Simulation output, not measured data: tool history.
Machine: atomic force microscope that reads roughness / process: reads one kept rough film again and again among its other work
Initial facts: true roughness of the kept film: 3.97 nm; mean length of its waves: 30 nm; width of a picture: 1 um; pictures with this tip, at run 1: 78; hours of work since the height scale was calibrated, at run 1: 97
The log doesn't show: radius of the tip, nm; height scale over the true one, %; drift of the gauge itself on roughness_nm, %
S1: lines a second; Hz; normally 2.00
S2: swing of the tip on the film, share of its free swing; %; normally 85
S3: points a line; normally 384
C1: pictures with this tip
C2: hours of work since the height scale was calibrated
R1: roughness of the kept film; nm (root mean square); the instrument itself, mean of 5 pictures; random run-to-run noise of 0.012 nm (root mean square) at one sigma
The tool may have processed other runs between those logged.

| run | hour | S1 | S2 | S3 | C1 | C2 | R1 |
|---|---|---|---|---|---|---|---|
| 1 | 0.0 | 2.00 | 85 | 384 | 78 | 97 | 2.614 |
| 2 | 5.4 | 2.00 | 85 | 384 | 86 | 101 | 2.598 |
| 3 | 12.7 | 2.00 | 85 | 384 | 96 | 106 | 2.576 |
| 4 | 18.6 | 3.25 | 85 | 384 | 105 | 111 | 2.251 |
| 5 | 25.9 | 2.00 | 85 | 384 | 115 | 116 | 2.537 |
| 6 | 35.5 | 2.00 | 85 | 392 | 129 | 122 | 2.500 |
| 7 | 43.5 | 2.00 | 85 | 392 | 140 | 128 | 2.463 |
| 8 | 48.8 | 2.00 | 85 | 384 | 147 | 132 | 2.449 |
| 9 | 59.0 | 2.00 | 85 | 822 | 162 | 139 | 2.444 |
| 10 | 70.5 | 2.00 | 85 | 822 | 178 | 147 | 2.418 |
| 11 | 80.0 | 1.48 | 85 | 384 | 192 | 154 | 2.512 |
| 12 | 85.3 | 1.48 | 85 | 384 | 199 | 158 | 2.496 |
|  | 87.3 | height scale calibrated on a step standard |
| 13 | 92.4 | 1.48 | 85 | 384 | 208 | 4 | 2.497 |
| 14 | 99.6 | 1.48 | 85 | 384 | 218 | 9 | 2.445 |
| 15 | 105.6 | 1.48 | 85 | 384 | 227 | 13 | 2.447 |
| 16 | 115.9 | 1.48 | 85 | 384 | 241 | 20 | 2.408 |
| 17 | 126.7 | 1.48 | 85 | 384 | 256 | 28 | 2.375 |
|  | 128.9 | new tip fitted |
| 18 | 135.7 | 1.48 | 85 | 733 | 9 | 34 | 2.973 |
| 19 | 144.4 | 0.77 | 85 | 384 | 22 | 40 | 3.217 |
|  | 146.1 | height scale calibrated on a step standard, once more |
| 20 | 155.8 | 0.77 | 55 | 410 | 37 | 7 | 3.434 |
| 21 | 162.5 | 0.77 | 55 | 410 | 46 | 12 | 3.420 |
| 22 | 173.4 | 0.77 | 55 | 410 | 61 | 19 | 3.382 |
| 23 | 182.2 | 0.64 | 89 | 410 | 74 | 25 | 3.046 |
| 24 | 193.7 | 2.19 | 85 | 687 | 90 | 34 | 2.578 |
| 25 | 200.0 | 2.69 | 80 | 325 | 99 | 38 | 2.574 |
| 26 | 208.5 | 0.95 | 85 | 262 | 111 | 44 | 2.886 |
| 27 | 220.0 | 0.95 | 85 | 262 | 128 | 52 | 2.841 |
| 28 | 226.6 | 0.95 | 85 | 262 | 137 | 57 | 2.831 |
| 29 | 237.1 | 3.64 | 80 | 424 | 152 | 64 | 2.304 |
| 30 | 247.7 | 1.13 | 68 | 896 | 167 | 72 | 2.959 |
| 31 | 253.2 | 1.13 | 68 | 896 | 175 | 76 | 2.960 |
| 32 | 263.4 | 2.78 | 68 | 896 | 189 | 83 | 2.686 |

Below are 4 alternative next runs, each starting from the tool's condition after run 32. Predict each:
| A | 270.4 | 2.13 | 69 | 261 | 199 | 88 | ? |
| B | 270.4 | 3.67 | 56 | 896 | 199 | 88 | ? |
| C | 270.4 | 2.25 | 85 | 384 | 199 | 88 | ? |
| D | 270.4 | 2.78 | 69 | 896 | 199 | 88 | ? |

| run | R1 |
|---|---|
| A | 2.696 |
| B | 2.816 |
| C | 2.330 |
| D | 2.662 |
Without the tool's hidden state the same runs would have given:
| run | R1 |
|---|---|
| A | 3.190 |
| B | 3.333 |
| C | 2.757 |
| D | 3.149 |

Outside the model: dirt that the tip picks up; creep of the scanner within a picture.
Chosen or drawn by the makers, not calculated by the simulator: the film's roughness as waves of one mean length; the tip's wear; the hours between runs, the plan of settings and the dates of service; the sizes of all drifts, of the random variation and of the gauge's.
